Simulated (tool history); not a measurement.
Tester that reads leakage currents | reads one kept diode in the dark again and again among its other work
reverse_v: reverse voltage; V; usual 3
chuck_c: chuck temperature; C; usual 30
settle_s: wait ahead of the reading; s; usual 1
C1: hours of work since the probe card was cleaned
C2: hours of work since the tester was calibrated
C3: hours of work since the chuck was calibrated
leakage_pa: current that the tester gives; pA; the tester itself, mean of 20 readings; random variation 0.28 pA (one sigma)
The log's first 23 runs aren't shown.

{"run": 24, "hour": 3293.5, "reverse_v": 8.4, "chuck_c": 47, "settle_s": 5.62, "C1": 445, "C2": 246, "C3": 176, "leakage_pa": 634.7}
{"run": 25, "hour": 3417.9, "reverse_v": 8.4, "chuck_c": 47, "settle_s": 5.62, "C1": 529, "C2": 331, "C3": 260, "leakage_pa": 633.74}
{"run": 26, "hour": 3512.7, "reverse_v": 8.4, "chuck_c": 47, "settle_s": 5.62, "C1": 593, "C2": 395, "C3": 325, "leakage_pa": 633.24}
{"run": 27, "hour": 3666.8, "reverse_v": 8.4, "chuck_c": 47, "settle_s": 5.62, "C1": 698, "C2": 500, "C3": 429, "leakage_pa": 631.29}
{"run": 28, "hour": 3847.6, "reverse_v": 8.4, "chuck_c": 54, "settle_s": 1.38, "C1": 821, "C2": 623, "C3": 552, "leakage_pa": 1111.67}
{"run": 29, "hour": 3953.1, "reverse_v": 8.4, "chuck_c": 54, "settle_s": 1.38, "C1": 893, "C2": 695, "C3": 624, "leakage_pa": 1108.24}
{"run": 30, "hour": 4089.6, "reverse_v": 8.4, "chuck_c": 54, "settle_s": 1.38, "C1": 986, "C2": 787, "C3": 717, "leakage_pa": 1111.91}
{"run": 31, "hour": 4208.2, "reverse_v": 8.55, "chuck_c": 58, "settle_s": 0.3, "C1": 1066, "C2": 868, "C3": 797, "leakage_pa": 1509.99}
{"run": 32, "hour": 4305.0, "reverse_v": 3, "chuck_c": 26, "settle_s": 1, "C1": 1132, "C2": 934, "C3": 863, "leakage_pa": 63.79}
{"run": 33, "hour": 4465.8, "reverse_v": 3, "chuck_c": 26, "settle_s": 1, "C1": 1241, "C2": 1043, "C3": 972, "leakage_pa": 63.81}
{"run": 34, "hour": 4657.1, "reverse_v": 3.97, "chuck_c": 30, "settle_s": 1, "C1": 1371, "C2": 1173, "C3": 1102, "leakage_pa": 104.16}
{"run": 35, "hour": 4852.7, "reverse_v": 1.23, "chuck_c": 30, "settle_s": 1.72, "C1": 1504, "C2": 1306, "C3": 1235, "leakage_pa": 60.46}
{"run": 36, "hour": 4957.8, "reverse_v": 19.4, "chuck_c": 30, "settle_s": 0.61, "C1": 1576, "C2": 1377, "C3": 1307, "leakage_pa": 221.16}
{"hour": 5166.8, "done": "chuck's temperature calibrated"}
{"run": 37, "hour": 5166.8, "reverse_v": 12.77, "chuck_c": 25, "settle_s": 0.61, "C1": 1716, "C2": 1518, "C3": 0, "leakage_pa": 114.96}
{"run": 38, "hour": 5336.4, "reverse_v": 12.77, "chuck_c": 25, "settle_s": 0.61, "C1": 1831, "C2": 1633, "C3": 115, "leakage_pa": 115.14}
{"run": 39, "hour": 5453.5, "reverse_v": 1.8, "chuck_c": 36, "settle_s": 5.61, "C1": 1911, "C2": 1713, "C3": 195, "leakage_pa": 122.68}
{"run": 40, "hour": 5633.0, "reverse_v": 8.24, "chuck_c": 41, "settle_s": 0.78, "C1": 2033, "C2": 1835, "C3": 317, "leakage_pa": 383.2}

3 ways to go on from here, each from the tool as it stands after run 40. What would each give?
{"run": "A", "hour": 5774.2, "reverse_v": 11.38, "chuck_c": 30, "settle_s": 1, "C1": 2129, "C2": 1931, "C3": 413, "leakage_pa": "?"}
{"run": "B", "hour": 5774.2, "reverse_v": 1.58, "chuck_c": 30, "settle_s": 1, "C1": 2129, "C2": 1931, "C3": 413, "leakage_pa": "?"}
{"run": "C", "hour": 5774.2, "reverse_v": 3, "chuck_c": 49, "settle_s": 1, "C1": 2129, "C2": 1931, "C3": 413, "leakage_pa": "?"}

run=A leakage_pa=171.28
run=B leakage_pa=68.03
run=C leakage_pa=461.81
Without the tool's hidden state the same runs would have given:
run=A leakage_pa=171.08
run=B leakage_pa=67.99
run=C leakage_pa=461.61
